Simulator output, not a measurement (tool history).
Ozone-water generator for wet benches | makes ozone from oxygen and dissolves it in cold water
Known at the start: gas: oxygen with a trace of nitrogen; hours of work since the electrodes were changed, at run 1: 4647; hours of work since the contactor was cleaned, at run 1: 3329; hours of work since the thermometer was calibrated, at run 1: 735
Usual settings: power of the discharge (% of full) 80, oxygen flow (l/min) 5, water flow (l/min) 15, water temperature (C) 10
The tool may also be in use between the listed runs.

run,hour,power of the discharge (% of full),oxygen flow (l/min),water flow (l/min),water temperature (C),hours of work since the electrodes were changed,hours of work since the contactor was cleaned,hours of work since the thermometer was calibrated,dissolved ozone (ppm),ozone in the gas ahead of the water (g/m3)
1,0,80,5,15,10,4647,3329,735,22.8,227
2,84.3,80,5,15,10,4719,3401,807,23,225.7
3,165,80,3.12,15,10,4788,3470,876,23.4,305.8
4,297.6,80,3.12,15,10,4901,3583,990,23.1,302
5,384.2,80,2.89,15,10,4975,3657,1064,23.4,321.7
6,498,80,3.22,15,10,5072,3754,1161,23.2,299.6
7,637.3,80,3.22,15,10,5191,3873,1280,22.9,298.7
8,746.3,80,3.22,15,10,5284,3966,1373,23.2,300.6
9,881.3,80,5,15,15,5400,4082,1488,21.3,226.3
# hour 1018.5: contactor cleaned
10,1020.3,80,5,15,10,5515,2,1604,22.9,225
11,1084.8,80,5,15,10,5570,57,1659,22.9,225.6
12,1155.5,80,5,15,7,5631,117,1719,24.1,224.6
13,1282.9,80,5,15,7,5739,226,1828,23.5,227.1
14,1399.2,80,5,15,7,5839,325,1927,24.2,224.7
15,1512.2,80,5,15,7,5935,422,2024,24,226.3
16,1577.6,100,5,15,10,5991,478,2080,26.1,259.6
17,1716.1,79,5,15,10,6110,596,2198,22.7,225
18,1808.8,56,5,15,12,6189,675,2277,18.4,186.8
19,1936.2,56,5,12,12,6298,784,2386,21.8,185.5
20,2049.5,56,5,12,12,6394,881,2483,21.9,186.6
21,2190,75,5.01,15,7,6514,1001,2603,23,220.2
22,2277.2,40,5.55,16,10,6589,1075,2678,14.4,143.6
23,2363.7,60,5.87,15,11,6663,1149,2751,18.8,175.4
24,2466.4,60,2.72,15,12,6751,1237,2839,19.3,289.6

Forecast run 25:
25,2598.5,47,5,18,6,6863,1350,2952,?,?

dissolved ozone (ppm): 15.1
ozone in the gas ahead of the water (g/m3): 167.1
Without the tool's hidden state the same run would have given dissolved ozone (ppm) 15.1, ozone in the gas ahead of the water (g/m3) 164.3.
